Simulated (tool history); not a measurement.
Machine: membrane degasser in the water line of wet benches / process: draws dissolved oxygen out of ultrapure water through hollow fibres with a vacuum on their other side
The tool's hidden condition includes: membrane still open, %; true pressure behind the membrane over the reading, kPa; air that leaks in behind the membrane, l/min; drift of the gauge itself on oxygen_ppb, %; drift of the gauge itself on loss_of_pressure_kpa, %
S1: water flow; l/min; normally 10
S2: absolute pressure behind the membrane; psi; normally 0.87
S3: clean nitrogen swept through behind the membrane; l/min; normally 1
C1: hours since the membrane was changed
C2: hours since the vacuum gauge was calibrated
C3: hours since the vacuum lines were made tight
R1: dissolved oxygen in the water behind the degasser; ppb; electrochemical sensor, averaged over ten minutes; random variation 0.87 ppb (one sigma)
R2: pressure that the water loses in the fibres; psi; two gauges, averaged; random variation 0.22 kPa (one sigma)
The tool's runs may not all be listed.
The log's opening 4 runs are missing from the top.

run,hour,S1,S2,S3,C1,C2,C3,R1,R2
5,378.1,10,1.242,1,648,2638,4129,142.2,7.662
6,461.7,10,1.242,1,731,2722,4212,139.8,7.707
7,545.3,10,1.166,1,815,2805,4296,131.7,7.687
8,619.8,10,1.166,0.77,889,2880,4370,160.1,7.745
9,732.3,10,1.108,1,1002,2992,4483,121.3,7.694
10,813.5,10,0.87,1,1083,3073,4564,81.8,7.758
11,939.3,10,0.87,1,1209,3199,4690,81.5,7.751
12,1081.5,10,0.87,1,1351,3341,4832,82.4,7.781
13,1152,10,0.624,1,1422,3412,4903,42.1,7.78
14,1219.2,10,0.87,1,1489,3479,4970,81.4,7.78
15,1326.4,10,0.87,1,1596,3586,5077,82.7,7.799
16,1410.8,10,0.87,1,1681,3671,5162,82.5,7.755
17,1525.5,10,0.87,1,1795,3785,5276,81.4,7.844
18,1593,10,1.945,1,1863,3853,5344,251.4,7.832
19,1715.2,15,0.941,2.61,1985,3975,5466,109,11.752

Estimate the outcome of run 20 from the log above:
# hour 1822.7: vacuum gauge calibrated
# hour 1824.7: seals of the vacuum lines changed
20,1843.5,10,0.927,0.45,2111,19,19,?,?

For run 20 the tool returned R1 167.8 ppb, R2 7.847 psi.
Were there no unlogged condition in the tool, this run, its random variation unchanged, would have produced R1 167.8 ppb, R2 7.665 psi.

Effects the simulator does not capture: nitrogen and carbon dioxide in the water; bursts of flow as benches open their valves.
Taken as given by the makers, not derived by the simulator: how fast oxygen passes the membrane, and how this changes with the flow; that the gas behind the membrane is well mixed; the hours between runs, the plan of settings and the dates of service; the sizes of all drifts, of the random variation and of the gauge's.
